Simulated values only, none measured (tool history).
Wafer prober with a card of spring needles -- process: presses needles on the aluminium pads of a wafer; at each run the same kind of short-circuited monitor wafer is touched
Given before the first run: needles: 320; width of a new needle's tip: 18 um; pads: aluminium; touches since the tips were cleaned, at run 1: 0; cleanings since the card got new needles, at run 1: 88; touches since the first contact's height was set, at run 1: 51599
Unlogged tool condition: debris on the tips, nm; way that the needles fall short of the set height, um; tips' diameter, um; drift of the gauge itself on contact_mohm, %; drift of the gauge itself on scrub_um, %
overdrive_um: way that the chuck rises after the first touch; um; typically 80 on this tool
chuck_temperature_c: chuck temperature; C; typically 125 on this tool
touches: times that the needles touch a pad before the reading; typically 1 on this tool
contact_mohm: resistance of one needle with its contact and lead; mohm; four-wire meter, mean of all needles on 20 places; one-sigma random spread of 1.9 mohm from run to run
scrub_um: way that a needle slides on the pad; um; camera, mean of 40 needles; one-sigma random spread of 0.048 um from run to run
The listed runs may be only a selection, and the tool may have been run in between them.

run	hour	overdrive_um	chuck_temperature_c	touches	touches since the tips were cleaned	cleanings since the card got new needles	touches since the first contact's height was set	contact_mohm	scrub_um
1	0.0	80	125	1	0	88	51599	211	18.67
# hour 4.0: tips cleaned on abrasive film
# hour 8.1: tips cleaned on abrasive film
2	8.5	80	48	1	334	90	57303	211	18.46
# hour 11.7: tips cleaned on abrasive film
# hour 15.8: tips cleaned on abrasive film
3	18.7	80	48	1	1965	92	64076	254	18.50
# hour 19.6: tips cleaned on abrasive film
# hour 23.7: tips cleaned on abrasive film
# hour 27.1: tips cleaned on abrasive film
4	29.0	80	125	2	1272	95	70941	225	18.44
# hour 30.8: tips cleaned on abrasive film
# hour 35.0: tips cleaned on abrasive film
# hour 38.7: tips cleaned on abrasive film
5	41.2	80	125	1	1643	98	79042	255	18.45
# hour 42.9: tips cleaned on abrasive film
# hour 47.1: tips cleaned on abrasive film
# hour 51.2: tips cleaned on abrasive film
6	53.5	80	125	1	1571	101	87292	252	18.39
# hour 55.3: tips cleaned on abrasive film
# hour 59.3: tips cleaned on abrasive film
# hour 63.5: tips cleaned on abrasive film
7	66.3	80	125	1	1896	104	95788	259	18.27
# hour 67.2: tips cleaned on abrasive film
# hour 71.3: tips cleaned on abrasive film
# hour 75.2: tips cleaned on abrasive film
8	78.0	80	125	1	1965	107	103627	260	18.31
# hour 79.0: tips cleaned on abrasive film
# hour 79.8: tips cleaned on abrasive film, once more
# hour 83.8: tips cleaned on abrasive film
# hour 87.7: tips cleaned on abrasive film
# hour 91.9: tips cleaned on abrasive film
9	92.5	80	125	1	379	112	113158	221	18.19
# hour 95.9: tips cleaned on abrasive film
# hour 100.0: tips cleaned on abrasive film
10	100.3	80	125	2	188	114	118385	211	18.21
# hour 103.5: tips cleaned on abrasive film
# hour 107.6: tips cleaned on abrasive film
# hour 111.3: tips cleaned on abrasive film
11	112.9	80	125	2	1115	117	126810	230	18.07
# hour 115.5: tips cleaned on abrasive film
# hour 119.8: tips cleaned on abrasive film
# hour 123.6: tips cleaned on abrasive film
12	125.0	80	125	2	965	120	134869	229	18.02
# hour 127.6: tips cleaned on abrasive film
# hour 131.7: tips cleaned on abrasive film
# hour 135.8: tips cleaned on abrasive film
13	138.6	80	125	2	1950	123	143944	239	17.99
# hour 139.5: tips cleaned on abrasive film
# hour 143.6: tips cleaned on abrasive film
# hour 147.5: tips cleaned on abrasive film
# hour 151.0: tips cleaned on abrasive film
14	151.0	80	125	2	0	127	152132	211	17.94
# hour 155.1: tips cleaned on abrasive film
# hour 159.1: tips cleaned on abrasive film
# hour 163.2: tips cleaned on abrasive film
15	164.3	70	88	1	789	130	161026	237	15.60
# hour 166.9: tips cleaned on abrasive film
# hour 171.1: tips cleaned on abrasive film
16	172.4	77	48	3	940	132	166439	204	17.06
# hour 175.0: tips cleaned on abrasive film
# hour 179.2: tips cleaned on abrasive film
# hour 183.1: tips cleaned on abrasive film
17	183.2	62	40	2	46	135	173588	206	13.47
# hour 187.2: tips cleaned on abrasive film
# hour 191.3: tips cleaned on abrasive film
18	191.3	87	56	2	42	137	179025	196	19.35
# hour 195.3: tips cleaned on abrasive film
# hour 199.4: tips cleaned on abrasive film
# hour 201.3: height of the first contact set anew
# hour 203.9: tips cleaned on abrasive film
19	204.5	87	56	2	411	140	2087	194	20.60
# hour 207.9: tips cleaned on abrasive film
# hour 211.3: tips cleaned on abrasive film
# hour 215.4: tips cleaned on abrasive film
20	216.2	91	104	1	572	143	9899	218	21.50
# hour 219.5: tips cleaned on abrasive film
# hour 223.8: tips cleaned on abrasive film
# hour 227.9: tips cleaned on abrasive film
21	228.0	68	34	2	53	146	17737	194	16.00
# hour 232.0: tips cleaned on abrasive film
# hour 236.2: tips cleaned on abrasive film
# hour 240.3: tips cleaned on abrasive film
22	240.8	62	78	2	364	149	26309	223	14.55
# hour 244.2: tips cleaned on abrasive film
# hour 248.1: tips cleaned on abrasive film
# hour 252.2: tips cleaned on abrasive film
23	252.4	67	95	1	118	152	34032	217	15.76
# hour 255.7: tips cleaned on abrasive film
# hour 259.7: tips cleaned on abrasive film
# hour 263.9: tips cleaned on abrasive film
24	266.1	67	95	2	1476	155	43178	254	15.60
# hour 267.9: tips cleaned on abrasive film
# hour 272.0: tips cleaned on abrasive film
25	272.7	91	111	1	505	157	47572	218	21.36
# hour 275.9: tips cleaned on abrasive film
# hour 279.8: tips cleaned on abrasive film
26	282.3	97	89	1	1733	159	53985	232	22.70
# hour 283.2: tips cleaned on abrasive film
# hour 287.3: tips cleaned on abrasive film
27	290.1	80	114	1	1933	161	59165	260	18.62

Consider 4 possible next runs. They are alternatives, not a sequence: every one starts from the tool as it was left by run 27. What does each give?
# hour 291.0: tips cleaned on abrasive film
# hour 295.3: tips cleaned on abrasive film
# hour 298.7: tips cleaned on abrasive film
# hour 302.9: tips cleaned on abrasive film
A	304.5	80	114	2	1041	165	68709	?	?
# hour 291.0: tips cleaned on abrasive film
# hour 295.3: tips cleaned on abrasive film
# hour 298.7: tips cleaned on abrasive film
# hour 302.9: tips cleaned on abrasive film
B	304.5	80	113	2	1041	165	68709	?	?
# hour 291.0: tips cleaned on abrasive film
# hour 295.3: tips cleaned on abrasive film
# hour 298.7: tips cleaned on abrasive film
# hour 302.9: tips cleaned on abrasive film
C	304.5	80	93	2	1041	165	68709	?	?
# hour 291.0: tips cleaned on abrasive film
# hour 295.3: tips cleaned on abrasive film
# hour 298.7: tips cleaned on abrasive film
# hour 302.9: tips cleaned on abrasive film
D	304.5	70	125	1	1041	165	68709	?	?

run	contact_mohm	scrub_um
A	230	18.68
B	229	18.55
C	224	18.62
D	258	16.16
Take away the tool's hidden state, keep each run's random variation, and the runs would have read:
run	contact_mohm	scrub_um
A	199	19.09
B	198	18.97
C	193	19.04
D	199	16.57

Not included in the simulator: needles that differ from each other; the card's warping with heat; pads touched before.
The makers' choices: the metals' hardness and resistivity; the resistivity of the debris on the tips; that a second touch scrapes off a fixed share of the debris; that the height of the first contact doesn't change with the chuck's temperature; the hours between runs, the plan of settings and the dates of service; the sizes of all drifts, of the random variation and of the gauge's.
